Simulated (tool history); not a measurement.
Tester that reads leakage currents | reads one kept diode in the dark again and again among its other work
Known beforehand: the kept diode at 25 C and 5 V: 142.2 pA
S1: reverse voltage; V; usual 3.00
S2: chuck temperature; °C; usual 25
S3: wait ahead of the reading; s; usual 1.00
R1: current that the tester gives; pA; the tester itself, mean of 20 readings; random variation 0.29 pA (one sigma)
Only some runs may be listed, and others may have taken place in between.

run,hour,S1,S2,S3,R1
1,0.0,3.00,25,1.00,107.65
# hour 89.3: chuck's temperature calibrated
2,196.1,3.00,25,1.00,114.49
3,390.3,3.00,27,1.00,136.25
4,508.0,3.00,27,0.67,136.36
5,696.9,3.00,25,1.00,113.56
6,895.1,1.92,25,1.00,92.19
7,1106.1,3.00,25,1.00,113.08
8,1206.0,3.00,25,1.00,112.76
9,1376.8,3.00,29,1.00,159.78
10,1588.5,3.00,29,1.00,158.72
11,1677.3,3.00,29,1.00,158.33
12,1824.7,3.00,31,7.00,186.80
13,1932.7,3.00,31,7.00,186.34
14,2086.7,9.26,25,0.72,188.38
15,2215.9,1.27,25,1.01,74.68

Each row is a separate what-if for the run after 15, all from the same tool condition, not one after another. Results?
A,2364.6,2.80,30,0.92,?
B,2364.6,1.90,25,1.00,?
C,2364.6,1.59,21,0.91,?

run,R1
A,165.36
B,90.00
C,57.72
Stripped of hidden state, with their random variation kept, the same runs would have yielded:
run,R1
A,170.23
B,92.56
C,59.24
